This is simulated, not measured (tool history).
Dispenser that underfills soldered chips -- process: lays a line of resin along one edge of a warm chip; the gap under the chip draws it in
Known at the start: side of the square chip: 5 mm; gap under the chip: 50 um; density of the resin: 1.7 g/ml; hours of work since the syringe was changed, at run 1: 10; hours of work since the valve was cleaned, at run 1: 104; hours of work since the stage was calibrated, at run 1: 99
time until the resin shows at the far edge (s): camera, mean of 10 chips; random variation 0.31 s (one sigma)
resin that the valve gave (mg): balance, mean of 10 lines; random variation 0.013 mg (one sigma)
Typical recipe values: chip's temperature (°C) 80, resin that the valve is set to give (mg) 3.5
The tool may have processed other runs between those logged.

run	day	chip's temperature (°C)	resin that the valve is set to give (mg)	hours of work since the syringe was changed	hours of work since the valve was cleaned	hours of work since the stage was calibrated	time until the resin shows at the far edge (s)	resin that the valve gave (mg)
1	0	80	3.5	10	104	99	11.4	3.34
# day 0.1: new syringe of resin
2	0.325	80	4.49	4	110	104	8.1	4.28
3	0.712	80	4.49	11	116	111	11.7	4.27
# day 0.771: new syringe of resin
# day 0.833: dispensing valve cleaned and set on the balance
4	1.025	80	4.49	4	3	115	7.5	4.47
5	1.329	80	4.49	9	8	120	10.4	4.48
# day 1.492: new syringe of resin
6	1.838	80	3.5	6	17	129	9.5	3.49
# day 2.158: new syringe of resin
7	2.158	82	3.5	0	22	134	6	3.46
8	2.392	80	3.5	4	26	138	8.5	3.44
9	2.646	80	3.5	8	30	142	10.1	3.44
# day 2.825: new syringe of resin
10	3.121	80	3.66	5	38	150	8.2	3.6
11	3.467	79	3.89	11	44	156	12.1	3.82
# day 3.5: new syringe of resin
12	3.729	73	3.89	4	49	161	11.2	3.77
# day 4.171: new syringe of resin
13	4.192	80	4.2	0	56	168	6.3	4.1
14	4.646	74	4.27	8	64	176	14.1	4.16
# day 4.862: new syringe of resin
15	4.958	87	3.48	2	69	181	4.9	3.37
16	5.229	83	3.6	6	74	186	7.8	3.49
# day 5.525: new syringe of resin
17	5.621	83	3.6	2	80	192	6.1	3.46

3 ways to go on from here, each from the tool as it stands after run 17. What would each give?
A	5.929	71	4.41	7	85	197	?	?
B	5.929	77	3.6	7	85	197	?	?
C	5.929	83	3.48	7	85	197	?	?

run	time until the resin shows at the far edge (s)	resin that the valve gave (mg)
A	15.9	4.28
B	11.7	3.48
C	8.1	3.33
Had the tool no hidden state, the same runs would have come out as:
run	time until the resin shows at the far edge (s)	resin that the valve gave (mg)
A	10.4	4.43
B	7.7	3.6
C	5.2	3.45

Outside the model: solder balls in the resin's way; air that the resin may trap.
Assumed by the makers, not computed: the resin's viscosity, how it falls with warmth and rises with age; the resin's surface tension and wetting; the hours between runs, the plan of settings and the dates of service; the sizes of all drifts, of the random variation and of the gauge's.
